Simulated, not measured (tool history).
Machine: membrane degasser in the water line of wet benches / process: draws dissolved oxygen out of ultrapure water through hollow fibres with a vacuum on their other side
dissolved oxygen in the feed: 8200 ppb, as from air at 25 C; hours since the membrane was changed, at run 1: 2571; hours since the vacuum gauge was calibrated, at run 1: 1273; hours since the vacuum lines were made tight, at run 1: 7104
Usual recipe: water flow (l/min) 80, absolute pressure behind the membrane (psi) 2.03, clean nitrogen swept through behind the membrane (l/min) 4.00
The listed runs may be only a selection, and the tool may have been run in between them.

run,hour,water flow (l/min),absolute pressure behind the membrane (psi),clean nitrogen swept through behind the membrane (l/min),hours since the membrane was changed,hours since the vacuum gauge was calibrated,hours since the vacuum lines were made tight,dissolved oxygen in the water behind the degasser (ppb),pressure that the water loses in the fibres (psi)
1,0.0,80,2.03,4.00,2571,1273,7104,483.3,7.179
# hour 330.0: seals of the vacuum lines changed
2,338.9,80,2.03,4.00,2908,1610,9,482.6,7.248
3,615.1,80,2.03,4.00,3184,1886,285,489.2,7.223
4,823.0,80,2.03,4.00,3392,2094,493,484.5,7.147
5,1140.6,80,2.03,4.00,3709,2412,811,481.7,7.224
6,1437.4,80,2.03,4.00,4006,2708,1107,484.0,7.216
7,1744.8,80,4.66,4.00,4314,3016,1415,1148.0,7.205
8,1945.1,80,4.66,4.00,4514,3216,1615,1151.1,7.153
9,2137.7,80,4.66,4.00,4706,3409,1808,1147.1,7.175
10,2394.2,80,4.66,4.00,4963,3665,2064,1152.5,7.204
11,2610.4,80,4.66,11.64,5179,3881,2280,476.5,7.208
12,2818.7,80,4.66,11.64,5387,4090,2489,480.3,7.188
13,3003.2,80,2.03,4.00,5572,4274,2673,481.9,7.190
14,3226.9,80,2.03,4.00,5796,4498,2897,484.8,7.201
15,3499.9,80,2.03,4.00,6069,4771,3170,485.0,7.210
16,3656.2,80,2.03,6.53,6225,4927,3326,324.6,7.217
17,3954.4,70,1.28,4.00,6523,5225,3624,238.7,6.313
18,4240.1,50,2.03,7.08,6809,5511,3910,189.5,4.485
19,4577.4,123,2.31,3.84,7146,5848,4247,833.1,11.090
20,4916.1,48,2.23,4.50,7485,6187,4586,303.2,4.273
21,5087.3,48,2.15,4.50,7656,6358,4757,290.9,4.370
# hour 5281.4: vacuum gauge calibrated
22,5386.2,48,2.15,4.50,7954,105,5056,290.5,4.347
23,5628.9,50,3.79,4.00,8197,348,5298,631.2,4.545
24,5786.5,86,2.83,9.90,8355,505,5456,357.1,7.713
25,5968.1,86,1.87,9.90,8536,687,5638,226.3,7.744
26,6215.8,113,3.10,4.01,8784,934,5885,1023.1,10.145
27,6356.5,113,3.10,4.01,8925,1075,6026,1019.2,10.221
28,6682.3,113,3.10,4.01,9250,1401,6352,1015.2,10.180
29,6911.4,87,3.34,4.07,9480,1630,6581,877.7,7.815
30,7141.5,58,3.51,4.63,9710,1860,6811,585.9,5.261
31,7471.6,58,3.51,4.63,10040,2190,7141,585.3,5.213
# hour 7754.8: seals of the vacuum lines changed
32,7757.5,58,3.51,4.63,10324,2474,3,585.7,5.218

Entry by entry between the runs, the difference in hidden state between the last listed run before and the first listed run after:
Between runs 1 and 2: seals of the vacuum lines changed (hour 330.0)
  air that leaks in behind the membrane, l/min: 0.0022 -> 0.002
Between runs 21 and 22: vacuum gauge calibrated (hour 5281.4)
  true pressure behind the membrane over the reading, kPa: 0.01 -> 0
Between runs 31 and 32: seals of the vacuum lines changed (hour 7754.8)
  membrane still open, %: 99.8 -> 99.7; air that leaks in behind the membrane, l/min: 0.0022 -> 0.002
